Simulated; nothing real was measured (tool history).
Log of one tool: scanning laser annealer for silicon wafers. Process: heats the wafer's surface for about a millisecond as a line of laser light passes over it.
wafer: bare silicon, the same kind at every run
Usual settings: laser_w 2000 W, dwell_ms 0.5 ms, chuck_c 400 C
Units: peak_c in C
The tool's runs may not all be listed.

run    hour  laser_w  dwell_ms  chuck_c  peak_c
  1       0     2000       0.5      400    1158
  2    25.8     2000       0.5      388    1145
  3    61.4     1811       0.5      400    1065
  4   105.3     1811       0.5      400    1062
  5   141.5     1811       0.5      400    1058
  6   166.7     1811       0.5      418    1077
  7   211.3     1811       0.5      418    1073
  8   250.4     2000       0.5      400    1141
      277.7  -- window over the wafer cleaned
  9   282.9     2104       0.5      400    1229
 10     309     2104       0.5      400    1229
 11   341.9     2000     0.423      400    1105
 12   377.3     2000     0.423      364    1069
 13   418.7     2000       0.5      375    1145
 14   438.7     2000     0.422      400    1096
 15   483.9     2000     0.503      400    1170
 16   521.9     2000     0.503      400    1167
 17   562.2     2000     0.477      400    1142
 18   604.9     2000     0.477      400    1136
 19   649.7     2000     0.477      400    1135
 20   683.6     2000     0.515      400    1166
 21   707.4     2000     0.515      400    1163
 22     728     2019     0.405      420    1092
 23   756.3     1928     0.457      404    1083
 24   794.1     2047     0.482      397    1147
 25   837.2     2038     0.575      400    1220
 26     859     2038     0.575      400    1220
 27   901.5     2025       0.5      390    1139
 28   926.7     2108     0.396      416    1105
 29   954.2     2000     0.471      396    1106
 30   988.8     2000     0.471      396    1103
 31  1019.7     1974     0.404      394    1030
     1037.8  -- window over the wafer cleaned
 32  1053.8     1974     0.404      394    1068
 33  1080.2     2000       0.5      371    1141
 34  1101.7     2107     0.384      400    1104
 35  1146.6     1918     0.384      400    1028
 36  1188.3     1918     0.426      425    1090
 37  1212.5     2049     0.472      425    1184
 38    1250     1994     0.438      407    1110
 39  1288.2     1906     0.356      396     985
 40  1327.5     2092     0.372      397    1073
     1345.5  -- optics aligned, line set to its width
 41  1367.8     2092     0.372      397    1076

Forecast each of these 4 alternatives for the next run:
  A  1388.6     1968      0.38      400       ?
  B  1388.6     2000     0.385      411       ?
  C  1388.6     2000      0.36      408       ?
  D  1388.6     2000     0.388      400       ?

run  peak_c
  A    1039
  B    1067
  C    1041
  D    1059
Without the tool's hidden state the same runs would have given:
run  peak_c
  A    1063
  B    1091
  C    1064
  D    1083
